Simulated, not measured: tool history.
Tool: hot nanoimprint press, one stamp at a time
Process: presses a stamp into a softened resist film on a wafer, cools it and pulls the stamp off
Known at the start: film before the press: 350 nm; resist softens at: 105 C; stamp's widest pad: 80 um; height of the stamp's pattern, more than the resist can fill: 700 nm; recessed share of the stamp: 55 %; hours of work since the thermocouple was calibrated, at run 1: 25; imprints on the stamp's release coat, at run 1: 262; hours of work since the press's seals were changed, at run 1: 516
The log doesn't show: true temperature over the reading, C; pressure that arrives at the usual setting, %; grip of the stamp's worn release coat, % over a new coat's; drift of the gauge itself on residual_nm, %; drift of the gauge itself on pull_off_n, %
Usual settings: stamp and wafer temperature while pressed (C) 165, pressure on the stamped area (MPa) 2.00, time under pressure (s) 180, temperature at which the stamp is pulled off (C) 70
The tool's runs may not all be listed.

run   hour  stamp and wafer temperature while pressed (C)  pressure on the stamped area (MPa)  time under pressure (s)  temperature at which the stamp is pulled off (C)  hours of work since the thermocouple was calibrated  imprints on the stamp's release coat  hours of work since the press's seals were changed  resist left under the stamp's widest pad (nm)  greatest force while the stamp is pulled off (N)
  1    0.0                                            165                                2.00                      180                                                70                                                   25                                   262                                                 516                                          161.1                                               155
  2   11.8                                            165                                2.00                      180                                                70                                                   33                                   291                                                 523                                          161.0                                               153
  3   27.0                                            165                                2.00                      180                                                70                                                   42                                   328                                                 533                                          160.9                                               157
  4   38.7                                            165                                2.00                      180                                                67                                                   50                                   357                                                 540                                          161.1                                               165
      58.0  -- press's hydraulic seals changed and the load cell set to zero
  5   58.2                                            165                                2.00                      180                                                67                                                   57                                   385                                                   0                                          160.6                                               168
  6   67.8                                            165                                2.00                      180                                                70                                                   63                                   409                                                   6                                          161.1                                               151
  7   82.6                                            165                                2.00                      180                                                70                                                   73                                   446                                                  16                                          161.0                                               158
  8  101.4                                            165                                2.00                      180                                                70                                                   84                                   492                                                  27                                          160.8                                               152
  9  122.8                                            165                                2.00                      180                                                70                                                   98                                   545                                                  41                                          161.0                                               152
 10  142.6                                            165                                2.00                      180                                                70                                                  111                                   594                                                  54                                          161.1                                               152
 11  159.0                                            165                                2.00                      102                                                70                                                  121                                   634                                                  64                                          197.1                                               155
 12  172.9                                            169                                2.00                      102                                                70                                                  130                                   669                                                  73                                          163.6                                               156
 13  183.2                                            169                                2.00                      102                                                70                                                  136                                   694                                                  79                                          163.6                                               155
 14  204.4                                            169                                2.00                      102                                                70                                                  150                                   747                                                  93                                          163.8                                               156
 15  224.9                                            169                                2.00                      102                                                70                                                  163                                   797                                                 106                                          164.3                                               159
 16  247.9                                            176                                2.00                      180                                                58                                                  177                                   854                                                 120                                           90.3                                               192
 17  264.6                                            176                                2.00                      180                                                58                                                  188                                   895                                                 131                                           90.4                                               192
 18  279.5                                            176                                2.00                      180                                                58                                                  197                                   932                                                 140                                           90.6                                               190
 19  300.9                                            160                                1.74                      107                                                70                                                  211                                   985                                                 154                                          248.7                                               157
 20  315.7                                            160                                1.74                      107                                                70                                                  220                                  1021                                                 163                                          249.2                                               154
 21  334.2                                            174                                2.75                      169                                                59                                                  232                                  1067                                                 175                                           88.3                                               189
 22  354.9                                            174                                2.75                      169                                                59                                                  245                                  1118                                                 188                                           88.1                                               191
     368.7  -- plate thermocouple calibrated
 23  372.7                                            174                                1.46                      169                                                59                                                    3                                  1155                                                 197                                          119.6                                               191
 24  389.6                                            165                                1.66                      180                                                76                                                   13                                  1196                                                 208                                          173.8                                               129
 25  399.9                                            162                                1.85                      180                                                74                                                   20                                  1222                                                 215                                          192.9                                               140
 26  421.5                                            165                                2.51                      180                                                60                                                   33                                  1275                                                 228                                          145.9                                               190
 27  441.8                                            175                                3.11                      283                                                75                                                   46                                  1325                                                 241                                           61.9                                               139
 28  461.7                                            165                                1.28                      189                                                70                                                   59                                  1374                                                 254                                          189.4                                               153
 29  480.2                                            165                                1.28                      189                                                59                                                   71                                  1420                                                 266                                          189.0                                               190
 30  502.5                                            161                                2.69                      297                                                67                                                   85                                  1475                                                 280                                          144.5                                               167

How the hidden state differs across the entries between the runs, from the last listed run before each to the first after it:
Between runs 4 and 5: press's hydraulic seals changed and the load cell set to zero (hour 58.0)
  pressure that arrives at the usual setting, %: 99.95 -> 100
Between runs 22 and 23: plate thermocouple calibrated (hour 368.7)
  true temperature over the reading, C: 0.01 -> 0

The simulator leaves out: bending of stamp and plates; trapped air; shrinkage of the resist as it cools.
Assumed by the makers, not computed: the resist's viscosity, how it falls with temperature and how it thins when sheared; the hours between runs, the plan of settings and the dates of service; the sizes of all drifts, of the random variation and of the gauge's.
